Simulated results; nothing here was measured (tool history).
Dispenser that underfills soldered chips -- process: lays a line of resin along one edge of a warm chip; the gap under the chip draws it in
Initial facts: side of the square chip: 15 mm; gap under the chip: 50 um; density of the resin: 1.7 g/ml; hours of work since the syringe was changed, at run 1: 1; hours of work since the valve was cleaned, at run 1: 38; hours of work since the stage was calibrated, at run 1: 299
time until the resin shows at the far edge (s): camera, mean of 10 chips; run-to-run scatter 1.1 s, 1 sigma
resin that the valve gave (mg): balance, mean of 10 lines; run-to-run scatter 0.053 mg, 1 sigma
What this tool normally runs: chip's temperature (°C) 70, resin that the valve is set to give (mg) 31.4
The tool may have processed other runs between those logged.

run,day,chip's temperature (°C),resin that the valve is set to give (mg),hours of work since the syringe was changed,hours of work since the valve was cleaned,hours of work since the stage was calibrated,time until the resin shows at the far edge (s),resin that the valve gave (mg)
1,0,70,31.4,1,38,299,120.9,30.75
# day 0.412: new syringe of resin
2,0.412,70,31.4,0,44,305,108.8,30.71
3,0.804,70,31.4,7,51,312,168.6,30.69
# day 0.908: new syringe of resin
4,1.129,70,31.4,4,56,317,140.1,30.57
# day 1.396: new syringe of resin
5,1.396,70,28.6,0,60,321,110.3,27.71
6,1.746,70,31.4,6,66,327,164.8,30.28
# day 1.9: new syringe of resin
7,2.017,70,31.4,2,70,332,128.1,30.31
# day 2.2: dispensing valve cleaned and set on the balance
8,2.338,70,31.4,7,2,336,175.3,31.41
# day 2.425: new syringe of resin
9,2.85,70,31.4,7,11,344,178.5,31.17
# day 2.908: new syringe of resin
10,3.296,70,31.4,6,18,352,175.9,31.08
# day 3.4: new syringe of resin
11,3.746,80,30.6,6,25,359,115.5,30.22
# day 3.888: new syringe of resin
12,4.267,80,30.6,6,33,367,120.1,30.13

4 options for the next run, each taken on its own from the tool as it stands now. Forecast them:
# day 4.392: new syringe of resin
A,4.533,76,28.4,2,38,372,?,?
# day 4.392: new syringe of resin
B,4.533,70,38.5,2,38,372,?,?
# day 4.392: new syringe of resin
C,4.533,66,35.7,2,38,372,?,?
# day 4.392: new syringe of resin
D,4.533,78,30.6,2,38,372,?,?

run,time until the resin shows at the far edge (s),resin that the valve gave (mg)
A,106.6,27.86
B,131.2,37.9
C,150.1,34.99
D,99.3,30.05
Take away the tool's hidden state, keep each run's random variation, and the runs would have read:
run,time until the resin shows at the far edge (s),resin that the valve gave (mg)
A,85.3,28.4
B,105.1,38.64
C,120.1,35.67
D,79.5,30.64
